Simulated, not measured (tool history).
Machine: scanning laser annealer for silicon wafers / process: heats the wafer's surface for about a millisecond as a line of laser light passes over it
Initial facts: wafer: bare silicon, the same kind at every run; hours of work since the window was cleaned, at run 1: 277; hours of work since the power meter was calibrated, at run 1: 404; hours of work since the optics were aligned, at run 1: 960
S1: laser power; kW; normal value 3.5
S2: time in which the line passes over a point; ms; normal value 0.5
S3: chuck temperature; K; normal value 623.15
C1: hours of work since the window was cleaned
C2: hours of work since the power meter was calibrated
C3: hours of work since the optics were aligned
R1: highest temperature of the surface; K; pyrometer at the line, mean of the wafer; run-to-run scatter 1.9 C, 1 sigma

Run 1, hour 0: usual settings; C1 277; C2 404; C3 960. Result: R1 1450.15 K.
Run 2, hour 22.5: usual settings; C1 294; C2 422; C3 977. Result: R1 1448.15 K.
Run 3, hour 50.7: usual settings; C1 316; C2 443; C3 998. Result: R1 1448.15 K.
Run 4, hour 76.6: usual settings; C1 336; C2 463; C3 1018. Result: R1 1446.15 K.
Run 5, hour 103.6: usual settings; C1 356; C2 484; C3 1039. Result: R1 1445.15 K.
Run 6, hour 130.1: usual settings but S1 3.22 kW; C1 377; C2 504; C3 1059. Result: R1 1381.15 K.
Run 7, hour 156.4: usual settings but S1 3.22 kW; C1 397; C2 524; C3 1080. Result: R1 1383.15 K.
Run 8, hour 177.8: usual settings but S3 589.15 K; C1 413; C2 541; C3 1096. Result: R1 1408.15 K.
Run 9, hour 191.9: usual settings but S3 589.15 K; C1 424; C2 552; C3 1107. Result: R1 1403.15 K.
Run 10, hour 214.3: usual settings; C1 441; C2 569; C3 1124. Result: R1 1439.15 K.
Run 11, hour 232.7: usual settings; C1 455; C2 583; C3 1138. Result: R1 1440.15 K.
At hour 237.3: laser's power meter calibrated.
Run 12, hour 253.9: usual settings; C1 469; C2 13; C3 1152. Result: R1 1445.15 K.
Run 13, hour 269.6: usual settings; C1 481; C2 25; C3 1164. Result: R1 1440.15 K.
Run 14, hour 298.7: usual settings; C1 504; C2 47; C3 1187. Result: R1 1444.15 K.
Run 15, hour 317.2: usual settings; C1 518; C2 61; C3 1201. Result: R1 1440.15 K.
Run 16, hour 344.5: usual settings; C1 539; C2 82; C3 1222. Result: R1 1441.15 K.
At hour 368.5: laser's power meter calibrated, once more.
Run 17, hour 369: usual settings but S1 3.509 kW; C1 556; C2 0; C3 1238. Result: R1 1433.15 K.
At hour 383.4: window over the wafer cleaned.
Run 18, hour 392.6: usual settings; C1 7; C2 17; C3 1255. Result: R1 1451.15 K.
Run 19, hour 414.6: usual settings; C1 24; C2 34; C3 1272. Result: R1 1458.15 K.
Run 20, hour 433.3: usual settings; C1 38; C2 48; C3 1286. Result: R1 1454.15 K.
Run 21, hour 461.3: usual settings; C1 60; C2 70; C3 1308. Result: R1 1453.15 K.
Run 22, hour 479: usual settings but S1 3.203 kW; C1 73; C2 83; C3 1321. Result: R1 1387.15 K.
Run 23, hour 503.6: usual settings but S1 3.307 kW, S2 0.592 ms; C1 92; C2 102; C3 1340. Result: R1 1474.15 K.
Run 24, hour 525.8: usual settings but S1 3.819 kW, S2 0.409 ms, S3 590.15 K; C1 109; C2 119; C3 1357. Result: R1 1405.15 K.
Run 25, hour 546.4: usual settings but S1 3.486 kW, S2 0.468 ms, S3 639.15 K; C1 125; C2 135; C3 1373. Result: R1 1438.15 K.
Run 26, hour 565.3: usual settings but S2 0.467 ms, S3 592.15 K; C1 140; C2 150; C3 1387. Result: R1 1389.15 K.
Run 27, hour 592.4: usual settings but S2 0.467 ms, S3 633.15 K; C1 160; C2 170; C3 1408. Result: R1 1432.15 K.
Run 28, hour 613.1: usual settings but S2 0.388 ms, S3 595.15 K; C1 176; C2 186; C3 1424. Result: R1 1331.15 K.
Run 29, hour 631: usual settings but S1 3.26 kW, S3 591.15 K; C1 190; C2 200; C3 1438. Result: R1 1362.15 K.
Run 30, hour 654: usual settings but S1 3.061 kW, S3 598.15 K; C1 208; C2 218; C3 1455. Result: R1 1322.15 K.
Run 31, hour 678.7: usual settings but S1 3.484 kW, S2 0.598 ms, S3 630.15 K; C1 227; C2 237; C3 1474. Result: R1 1519.15 K.
Run 32, hour 695.3: usual settings but S1 3.484 kW, S2 0.598 ms, S3 630.15 K; C1 239; C2 249; C3 1487. Result: R1 1517.15 K.
Run 33, hour 715.3: usual settings but S1 3.484 kW, S2 0.598 ms, S3 630.15 K; C1 255; C2 265; C3 1502. Result: R1 1518.15 K.
Run 34, hour 742.9: usual settings but S1 3.484 kW, S2 0.598 ms, S3 630.15 K; C1 276; C2 286; C3 1524. Result: R1 1518.15 K.
Run 35, hour 770.1: usual settings but S1 3.363 kW, S2 0.611 ms, S3 641.15 K; C1 297; C2 307; C3 1545. Result: R1 1504.15 K.
Run 36, hour 799.1: usual settings but S1 3.066 kW, S2 0.569 ms; C1 319; C2 329; C3 1567. Result: R1 1387.15 K.
Run 37, hour 828.2: usual settings but S3 620.15 K; C1 341; C2 351; C3 1589. Result: R1 1437.15 K.
Run 38, hour 843.6: usual settings but S1 3.819 kW, S3 620.15 K; C1 353; C2 363; C3 1601. Result: R1 1509.15 K.
Run 39, hour 857.3: usual settings but S1 3.689 kW, S2 0.456 ms; C1 364; C2 374; C3 1611. Result: R1 1443.15 K.
Run 40, hour 882.5: usual settings but S1 3.715 kW, S2 0.351 ms, S3 658.15 K; C1 383; C2 393; C3 1631. Result: R1 1386.15 K.
Run 41, hour 895: usual settings but S1 3.754 kW, S2 0.351 ms, S3 604.15 K; C1 393; C2 403; C3 1640. Result: R1 1342.15 K.

How would selected steps in R1 from run to run divide? Give the signed amount a tool lacking its hidden state would still show from settings, what came in and random variation, and the signed amount left for the hidden state, including any gauge scatter that is not in both of the compared results.
The hidden state here: light that passes the window, % of a clean one's; laser's true power over the reading, %; width of the line over the set one, %; drift of the gauge itself on peak_c, C.
Run 16 -> 17: S1 3.5 -> 3.509, laser's power meter calibrated, once more. R1 -8 K: hidden state -9, all else +1.
Run 17 -> 18: S1 3.509 -> 3.5, window over the wafer cleaned. R1 +18 K: hidden state +24, all else -6.
Run 27 -> 28: S2 0.467 -> 0.388, S3 633.15 -> 595.15. R1 -101 K: hidden state +0, all else -101.
Run 30 -> 31: S1 3.061 -> 3.484, S2 0.5 -> 0.598, S3 598.15 -> 630.15. R1 +197 K: hidden state -3, all else +200.
Run 35 -> 36: S1 3.363 -> 3.066, S2 0.611 -> 0.569, S3 641.15 -> 623.15. R1 -117 K: hidden state +1, all else -118.
